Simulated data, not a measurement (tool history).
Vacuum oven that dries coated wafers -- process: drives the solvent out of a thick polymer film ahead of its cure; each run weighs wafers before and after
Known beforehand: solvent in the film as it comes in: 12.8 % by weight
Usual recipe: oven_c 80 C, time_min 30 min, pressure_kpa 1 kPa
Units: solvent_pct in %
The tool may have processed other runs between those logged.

{"run": 1, "hour": 0.0, "oven_c": 80, "time_min": 30, "pressure_kpa": 1, "solvent_pct": 2.8}
{"run": 2, "hour": 12.7, "oven_c": 80, "time_min": 30, "pressure_kpa": 1, "solvent_pct": 2.85}
{"run": 3, "hour": 24.9, "oven_c": 80, "time_min": 30, "pressure_kpa": 1, "solvent_pct": 2.85}
{"run": 4, "hour": 34.8, "oven_c": 80, "time_min": 30, "pressure_kpa": 1, "solvent_pct": 2.79}
{"run": 5, "hour": 56.5, "oven_c": 80, "time_min": 30, "pressure_kpa": 1, "solvent_pct": 2.84}
{"run": 6, "hour": 70.8, "oven_c": 80, "time_min": 30, "pressure_kpa": 1, "solvent_pct": 2.87}
{"run": 7, "hour": 80.6, "oven_c": 93, "time_min": 30, "pressure_kpa": 1, "solvent_pct": 0.6}
{"run": 8, "hour": 102.4, "oven_c": 80, "time_min": 30, "pressure_kpa": 1, "solvent_pct": 2.83}
{"run": 9, "hour": 123.0, "oven_c": 80, "time_min": 30, "pressure_kpa": 1, "solvent_pct": 2.87}
{"run": 10, "hour": 140.8, "oven_c": 80, "time_min": 30, "pressure_kpa": 1, "solvent_pct": 2.92}
{"run": 11, "hour": 161.4, "oven_c": 80, "time_min": 30, "pressure_kpa": 1, "solvent_pct": 2.81}
{"run": 12, "hour": 174.5, "oven_c": 80, "time_min": 20, "pressure_kpa": 1, "solvent_pct": 4.21}
{"run": 13, "hour": 192.0, "oven_c": 80, "time_min": 20, "pressure_kpa": 1, "solvent_pct": 4.34}
{"run": 14, "hour": 208.2, "oven_c": 80, "time_min": 30, "pressure_kpa": 0.7, "solvent_pct": 2.75}
{"run": 15, "hour": 224.9, "oven_c": 80, "time_min": 30, "pressure_kpa": 0.7, "solvent_pct": 2.79}
{"run": 16, "hour": 243.6, "oven_c": 80, "time_min": 30, "pressure_kpa": 1, "solvent_pct": 2.74}
{"run": 17, "hour": 253.1, "oven_c": 80, "time_min": 30, "pressure_kpa": 1, "solvent_pct": 2.87}
{"run": 18, "hour": 272.3, "oven_c": 80, "time_min": 30, "pressure_kpa": 1, "solvent_pct": 2.8}
{"run": 19, "hour": 282.3, "oven_c": 80, "time_min": 30, "pressure_kpa": 1, "solvent_pct": 2.87}
{"run": 20, "hour": 295.9, "oven_c": 80, "time_min": 15, "pressure_kpa": 1, "solvent_pct": 5.37}
{"run": 21, "hour": 304.8, "oven_c": 80, "time_min": 30, "pressure_kpa": 1, "solvent_pct": 2.84}
{"run": 22, "hour": 321.0, "oven_c": 80, "time_min": 30, "pressure_kpa": 1, "solvent_pct": 2.78}
{"run": 23, "hour": 336.5, "oven_c": 80, "time_min": 30, "pressure_kpa": 3.64, "solvent_pct": 3.83}
{"run": 24, "hour": 353.0, "oven_c": 80, "time_min": 23, "pressure_kpa": 1.6, "solvent_pct": 4.02}
{"run": 25, "hour": 371.4, "oven_c": 72, "time_min": 22, "pressure_kpa": 1.6, "solvent_pct": 6.39}
{"run": 26, "hour": 381.6, "oven_c": 80, "time_min": 52, "pressure_kpa": 0.58, "solvent_pct": 1.09}
{"run": 27, "hour": 394.8, "oven_c": 95, "time_min": 49, "pressure_kpa": 0.56, "solvent_pct": 0.16}
{"run": 28, "hour": 407.8, "oven_c": 71, "time_min": 30, "pressure_kpa": 1, "solvent_pct": 5.28}
{"run": 29, "hour": 421.4, "oven_c": 71, "time_min": 30, "pressure_kpa": 1, "solvent_pct": 5.27}
{"run": 30, "hour": 433.1, "oven_c": 91, "time_min": 30, "pressure_kpa": 1.7, "solvent_pct": 1.03}
{"run": 31, "hour": 450.9, "oven_c": 91, "time_min": 30, "pressure_kpa": 1.7, "solvent_pct": 1.1}
{"run": 32, "hour": 462.4, "oven_c": 91, "time_min": 24, "pressure_kpa": 1.04, "solvent_pct": 1.28}
{"run": 33, "hour": 472.0, "oven_c": 91, "time_min": 26, "pressure_kpa": 1.04, "solvent_pct": 1.09}
{"run": 34, "hour": 481.4, "oven_c": 92, "time_min": 30, "pressure_kpa": 3.85, "solvent_pct": 1.49}
{"run": 35, "hour": 493.4, "oven_c": 92, "time_min": 30, "pressure_kpa": 3.85, "solvent_pct": 1.52}
{"run": 36, "hour": 505.0, "oven_c": 80, "time_min": 18, "pressure_kpa": 3.42, "solvent_pct": 5.47}
{"run": 37, "hour": 526.2, "oven_c": 80, "time_min": 18, "pressure_kpa": 3.42, "solvent_pct": 5.53}
{"run": 38, "hour": 539.7, "oven_c": 80, "time_min": 28, "pressure_kpa": 0.62, "solvent_pct": 3.02}
{"run": 39, "hour": 560.6, "oven_c": 80, "time_min": 30, "pressure_kpa": 1, "solvent_pct": 2.9}
{"run": 40, "hour": 574.9, "oven_c": 85, "time_min": 40, "pressure_kpa": 1.33, "solvent_pct": 1.3}
{"run": 41, "hour": 589.3, "oven_c": 85, "time_min": 40, "pressure_kpa": 1.33, "solvent_pct": 1.28}
{"run": 42, "hour": 611.1, "oven_c": 78, "time_min": 30, "pressure_kpa": 1, "solvent_pct": 3.41}
{"run": 43, "hour": 628.8, "oven_c": 78, "time_min": 30, "pressure_kpa": 1, "solvent_pct": 3.45}
{"run": 44, "hour": 647.4, "oven_c": 78, "time_min": 30, "pressure_kpa": 1, "solvent_pct": 3.54}
{"run": 45, "hour": 666.3, "oven_c": 78, "time_min": 30, "pressure_kpa": 1, "solvent_pct": 3.5}
{"run": 46, "hour": 679.8, "oven_c": 94, "time_min": 31, "pressure_kpa": 1, "solvent_pct": 0.66}

Consider 3 possible next runs. They are alternatives, not a sequence: every one starts from the tool as it was left by run 46. What does each give?
{"run": "A", "hour": 698.1, "oven_c": 94, "time_min": 52, "pressure_kpa": 1.81, "solvent_pct": "?"}
{"run": "B", "hour": 698.1, "oven_c": 69, "time_min": 31, "pressure_kpa": 1, "solvent_pct": "?"}
{"run": "C", "hour": 698.1, "oven_c": 75, "time_min": 29, "pressure_kpa": 2.62, "solvent_pct": "?"}

run=A solvent_pct=0.48
run=B solvent_pct=5.86
run=C solvent_pct=5.21
With no hidden state in the tool, these same runs would have given:
run=A solvent_pct=0.39
run=B solvent_pct=5.31
run=C solvent_pct=4.64

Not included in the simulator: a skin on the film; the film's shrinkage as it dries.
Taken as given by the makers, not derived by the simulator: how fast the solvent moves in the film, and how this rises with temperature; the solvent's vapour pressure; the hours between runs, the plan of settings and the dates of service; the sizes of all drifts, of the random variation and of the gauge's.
